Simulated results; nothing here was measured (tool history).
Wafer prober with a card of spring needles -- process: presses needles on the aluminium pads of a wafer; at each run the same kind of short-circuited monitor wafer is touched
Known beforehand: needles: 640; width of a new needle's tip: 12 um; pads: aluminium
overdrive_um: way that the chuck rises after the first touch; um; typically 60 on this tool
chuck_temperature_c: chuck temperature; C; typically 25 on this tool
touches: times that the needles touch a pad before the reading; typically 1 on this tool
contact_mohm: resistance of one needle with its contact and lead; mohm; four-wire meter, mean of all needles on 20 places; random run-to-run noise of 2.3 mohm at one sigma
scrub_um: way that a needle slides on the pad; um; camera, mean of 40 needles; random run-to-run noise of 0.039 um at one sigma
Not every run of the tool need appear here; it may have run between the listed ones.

run,hour,overdrive_um,chuck_temperature_c,touches,contact_mohm,scrub_um
1,0.0,60,25,1,307,16.07
# hour 8.6: tips cleaned on abrasive film
2,11.9,60,25,2,344,15.99
# hour 21.4: tips cleaned on abrasive film
3,22.7,60,25,2,273,16.00
# hour 34.1: tips cleaned on abrasive film
4,40.1,60,68,2,300,15.91
# hour 46.9: tips cleaned on abrasive film
5,53.6,60,27,2,298,15.96
# hour 60.2: tips cleaned on abrasive film
6,64.4,48,25,1,328,12.69
# hour 66.2: tips cleaned on abrasive film, once more
7,77.3,48,25,1,393,12.67
# hour 78.8: tips cleaned on abrasive film
8,86.9,60,25,3,286,15.91
# hour 91.8: tips cleaned on abrasive film
9,96.8,60,28,3,275,15.81
# hour 104.0: tips cleaned on abrasive film
10,108.7,73,30,1,296,19.39
# hour 116.4: tips cleaned on abrasive film
11,126.0,74,54,2,296,19.59
# hour 130.2: tips cleaned on abrasive film
12,136.5,74,54,2,286,19.62
# hour 144.0: tips cleaned on abrasive film
13,154.9,60,25,1,359,15.72
# hour 156.5: tips cleaned on abrasive film
# hour 169.2: tips cleaned on abrasive film
14,173.3,60,112,1,317,15.82
# hour 182.2: tips cleaned on abrasive film
15,189.8,60,112,1,349,15.72

Forecast each of these 4 alternatives for the next run:
# hour 195.3: tips cleaned on abrasive film
A,200.4,54,112,1,?,?
# hour 195.3: tips cleaned on abrasive film
B,200.4,48,55,1,?,?
# hour 195.3: tips cleaned on abrasive film
C,200.4,41,125,3,?,?
# hour 195.3: tips cleaned on abrasive film
D,200.4,69,112,3,?,?

run,contact_mohm,scrub_um
A,340,14.08
B,345,12.49
C,322,10.60
D,287,18.24
Had the tool no hidden state, the same runs would have come out as:
run,contact_mohm,scrub_um
A,275,14.53
B,259,12.94
C,285,11.05
D,271,18.69
